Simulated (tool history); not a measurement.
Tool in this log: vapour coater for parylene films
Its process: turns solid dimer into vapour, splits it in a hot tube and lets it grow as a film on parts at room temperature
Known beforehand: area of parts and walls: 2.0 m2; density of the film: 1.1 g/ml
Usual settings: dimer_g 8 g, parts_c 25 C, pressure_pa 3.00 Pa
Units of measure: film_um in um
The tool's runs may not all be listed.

run,hour,dimer_g,parts_c,pressure_pa,film_um
1,0.0,8,25,3.00,2.43
2,71.0,8,25,3.00,2.38
3,139.3,8,25,3.00,2.39
4,208.3,8,25,3.00,2.36
5,256.4,8,25,3.00,2.34
6,313.8,8,25,3.00,2.36
# hour 342.4: trap's valve overhauled
7,374.3,8,25,4.48,2.52
8,421.1,8,25,3.00,2.64
9,491.3,8,25,3.80,2.60
10,558.8,8,25,3.00,2.62
11,594.7,8,25,4.03,2.51
12,627.4,8,33,3.00,1.83
13,685.2,8,33,3.00,1.80

Forecast run 14:
# hour 723.2: table's thermometer calibrated
14,736.8,8,33,3.00,?

{"run 14": {"film_um": 1.78}}
On a tool with no hidden condition, and with the same random variation, this run would have come out at film_um 1.87 um.
